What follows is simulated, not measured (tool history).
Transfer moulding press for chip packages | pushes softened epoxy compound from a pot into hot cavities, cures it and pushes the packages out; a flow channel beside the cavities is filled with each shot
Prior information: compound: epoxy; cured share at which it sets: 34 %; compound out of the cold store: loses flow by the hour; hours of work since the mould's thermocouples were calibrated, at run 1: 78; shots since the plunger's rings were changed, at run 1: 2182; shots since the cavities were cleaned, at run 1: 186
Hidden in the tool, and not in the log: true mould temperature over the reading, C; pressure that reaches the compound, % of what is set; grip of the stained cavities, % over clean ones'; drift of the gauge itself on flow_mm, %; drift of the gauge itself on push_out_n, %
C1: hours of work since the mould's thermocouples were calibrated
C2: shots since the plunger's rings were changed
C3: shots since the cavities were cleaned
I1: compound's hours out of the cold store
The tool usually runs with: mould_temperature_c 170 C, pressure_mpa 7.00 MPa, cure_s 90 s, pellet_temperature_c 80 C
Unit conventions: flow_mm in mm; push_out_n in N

{"run": 1, "hour": 0.0, "mould_temperature_c": 170, "pressure_mpa": 7.0, "cure_s": 90, "pellet_temperature_c": 80, "C1": 78, "C2": 2182, "C3": 186, "I1": 45.8, "flow_mm": 708, "push_out_n": 416}
{"run": 2, "hour": 7.5, "mould_temperature_c": 170, "pressure_mpa": 7.0, "cure_s": 90, "pellet_temperature_c": 80, "C1": 83, "C2": 2261, "C3": 265, "I1": 32.8, "flow_mm": 751, "push_out_n": 433}
{"run": 3, "hour": 15.4, "mould_temperature_c": 170, "pressure_mpa": 7.0, "cure_s": 90, "pellet_temperature_c": 80, "C1": 87, "C2": 2344, "C3": 348, "I1": 12.0, "flow_mm": 837, "push_out_n": 461}
{"run": 4, "hour": 23.4, "mould_temperature_c": 170, "pressure_mpa": 7.0, "cure_s": 90, "pellet_temperature_c": 80, "C1": 92, "C2": 2428, "C3": 432, "I1": 44.8, "flow_mm": 707, "push_out_n": 469}
{"run": 5, "hour": 29.7, "mould_temperature_c": 170, "pressure_mpa": 7.0, "cure_s": 90, "pellet_temperature_c": 80, "C1": 96, "C2": 2494, "C3": 498, "I1": 37.6, "flow_mm": 735, "push_out_n": 494}
{"hour": 34.6, "done": "plunger's sealing rings changed"}
{"run": 6, "hour": 37.7, "mould_temperature_c": 164, "pressure_mpa": 7.0, "cure_s": 90, "pellet_temperature_c": 80, "C1": 99, "C2": 33, "C3": 556, "I1": 32.6, "flow_mm": 805, "push_out_n": 693}
{"run": 7, "hour": 45.6, "mould_temperature_c": 170, "pressure_mpa": 7.0, "cure_s": 90, "pellet_temperature_c": 80, "C1": 103, "C2": 116, "C3": 639, "I1": 31.1, "flow_mm": 797, "push_out_n": 515}
{"run": 8, "hour": 52.1, "mould_temperature_c": 170, "pressure_mpa": 7.0, "cure_s": 90, "pellet_temperature_c": 80, "C1": 107, "C2": 184, "C3": 707, "I1": 22.9, "flow_mm": 836, "push_out_n": 531}
{"run": 9, "hour": 56.8, "mould_temperature_c": 170, "pressure_mpa": 5.54, "cure_s": 90, "pellet_temperature_c": 80, "C1": 110, "C2": 234, "C3": 757, "I1": 21.1, "flow_mm": 745, "push_out_n": 555}
{"run": 10, "hour": 63.1, "mould_temperature_c": 171, "pressure_mpa": 5.54, "cure_s": 90, "pellet_temperature_c": 80, "C1": 114, "C2": 300, "C3": 823, "I1": 13.2, "flow_mm": 780, "push_out_n": 551}
{"run": 11, "hour": 68.2, "mould_temperature_c": 171, "pressure_mpa": 5.29, "cure_s": 90, "pellet_temperature_c": 80, "C1": 116, "C2": 354, "C3": 877, "I1": 42.0, "flow_mm": 647, "push_out_n": 505}
{"run": 12, "hour": 73.7, "mould_temperature_c": 171, "pressure_mpa": 5.29, "cure_s": 90, "pellet_temperature_c": 80, "C1": 120, "C2": 411, "C3": 934, "I1": 36.2, "flow_mm": 674, "push_out_n": 539}
{"hour": 79.3, "done": "cavities cleaned with cleaning compound and waxed"}
{"run": 13, "hour": 84.2, "mould_temperature_c": 171, "pressure_mpa": 5.29, "cure_s": 90, "pellet_temperature_c": 80, "C1": 125, "C2": 505, "C3": 51, "I1": 18.5, "flow_mm": 730, "push_out_n": 329}
{"run": 14, "hour": 89.5, "mould_temperature_c": 171, "pressure_mpa": 5.29, "cure_s": 90, "pellet_temperature_c": 80, "C1": 128, "C2": 561, "C3": 107, "I1": 44.7, "flow_mm": 634, "push_out_n": 361}
{"run": 15, "hour": 97.9, "mould_temperature_c": 171, "pressure_mpa": 5.29, "cure_s": 90, "pellet_temperature_c": 80, "C1": 133, "C2": 649, "C3": 195, "I1": 15.4, "flow_mm": 746, "push_out_n": 391}
{"run": 16, "hour": 105.6, "mould_temperature_c": 171, "pressure_mpa": 5.29, "cure_s": 90, "pellet_temperature_c": 80, "C1": 137, "C2": 730, "C3": 276, "I1": 26.6, "flow_mm": 692, "push_out_n": 407}
{"run": 17, "hour": 113.8, "mould_temperature_c": 170, "pressure_mpa": 6.83, "cure_s": 73, "pellet_temperature_c": 78, "C1": 142, "C2": 817, "C3": 363, "I1": 42.2, "flow_mm": 728, "push_out_n": 655}
{"run": 18, "hour": 118.0, "mould_temperature_c": 170, "pressure_mpa": 6.83, "cure_s": 73, "pellet_temperature_c": 78, "C1": 144, "C2": 861, "C3": 407, "I1": 36.9, "flow_mm": 753, "push_out_n": 692}
{"run": 19, "hour": 126.7, "mould_temperature_c": 170, "pressure_mpa": 6.83, "cure_s": 73, "pellet_temperature_c": 78, "C1": 149, "C2": 951, "C3": 497, "I1": 19.1, "flow_mm": 827, "push_out_n": 760}
{"run": 20, "hour": 131.7, "mould_temperature_c": 164, "pressure_mpa": 8.26, "cure_s": 106, "pellet_temperature_c": 87, "C1": 152, "C2": 1004, "C3": 550, "I1": 29.0, "flow_mm": 868, "push_out_n": 499}
{"run": 21, "hour": 138.5, "mould_temperature_c": 164, "pressure_mpa": 8.26, "cure_s": 106, "pellet_temperature_c": 87, "C1": 156, "C2": 1076, "C3": 622, "I1": 24.2, "flow_mm": 897, "push_out_n": 540}
{"run": 22, "hour": 146.4, "mould_temperature_c": 175, "pressure_mpa": 7.0, "cure_s": 90, "pellet_temperature_c": 80, "C1": 161, "C2": 1159, "C3": 705, "I1": 11.9, "flow_mm": 853, "push_out_n": 481}
{"run": 23, "hour": 155.1, "mould_temperature_c": 175, "pressure_mpa": 7.12, "cure_s": 113, "pellet_temperature_c": 78, "C1": 166, "C2": 1250, "C3": 796, "I1": 42.6, "flow_mm": 729, "push_out_n": 465}
{"run": 24, "hour": 159.7, "mould_temperature_c": 170, "pressure_mpa": 7.0, "cure_s": 90, "pellet_temperature_c": 88, "C1": 168, "C2": 1298, "C3": 844, "I1": 35.4, "flow_mm": 762, "push_out_n": 524}
{"run": 25, "hour": 166.6, "mould_temperature_c": 170, "pressure_mpa": 6.28, "cure_s": 90, "pellet_temperature_c": 82, "C1": 172, "C2": 1371, "C3": 917, "I1": 34.7, "flow_mm": 719, "push_out_n": 543}
{"hour": 174.0, "done": "cavities cleaned with cleaning compound and waxed"}
{"run": 26, "hour": 176.0, "mould_temperature_c": 163, "pressure_mpa": 8.28, "cure_s": 97, "pellet_temperature_c": 89, "C1": 177, "C2": 1454, "C3": 22, "I1": 24.0, "flow_mm": 889, "push_out_n": 412}
{"run": 27, "hour": 180.6, "mould_temperature_c": 163, "pressure_mpa": 8.28, "cure_s": 97, "pellet_temperature_c": 89, "C1": 180, "C2": 1502, "C3": 70, "I1": 44.9, "flow_mm": 795, "push_out_n": 412}
{"run": 28, "hour": 184.5, "mould_temperature_c": 168, "pressure_mpa": 8.4, "cure_s": 96, "pellet_temperature_c": 85, "C1": 182, "C2": 1543, "C3": 111, "I1": 16.2, "flow_mm": 925, "push_out_n": 366}

Below are 5 alternative next runs, each starting from the tool's condition after run 28. Predict each:
{"run": "A", "hour": 190.3, "mould_temperature_c": 166, "pressure_mpa": 8.4, "cure_s": 96, "pellet_temperature_c": 74, "C1": 185, "C2": 1604, "C3": 172, "I1": 32.7, "flow_mm": "?", "push_out_n": "?"}
{"run": "B", "hour": 190.3, "mould_temperature_c": 166, "pressure_mpa": 8.4, "cure_s": 102, "pellet_temperature_c": 85, "C1": 185, "C2": 1604, "C3": 172, "I1": 20.8, "flow_mm": "?", "push_out_n": "?"}
{"run": "C", "hour": 190.3, "mould_temperature_c": 171, "pressure_mpa": 7.0, "cure_s": 90, "pellet_temperature_c": 80, "C1": 185, "C2": 1604, "C3": 172, "I1": 31.5, "flow_mm": "?", "push_out_n": "?"}
{"run": "D", "hour": 190.3, "mould_temperature_c": 170, "pressure_mpa": 7.0, "cure_s": 79, "pellet_temperature_c": 80, "C1": 185, "C2": 1604, "C3": 172, "I1": 42.6, "flow_mm": "?", "push_out_n": "?"}
{"run": "E", "hour": 190.3, "mould_temperature_c": 170, "pressure_mpa": 7.24, "cure_s": 90, "pellet_temperature_c": 88, "C1": 185, "C2": 1604, "C3": 172, "I1": 42.4, "flow_mm": "?", "push_out_n": "?"}

run=A flow_mm=849 push_out_n=421
run=B flow_mm=895 push_out_n=366
run=C flow_mm=764 push_out_n=369
run=D flow_mm=724 push_out_n=457
run=E flow_mm=733 push_out_n=394
The same runs, with their run-to-run variation unchanged, on a tool lacking any hidden condition would have given:
run=A flow_mm=880 push_out_n=353
run=B flow_mm=929 push_out_n=305
run=C flow_mm=792 push_out_n=306
run=D flow_mm=751 push_out_n=384
run=E flow_mm=760 push_out_n=329
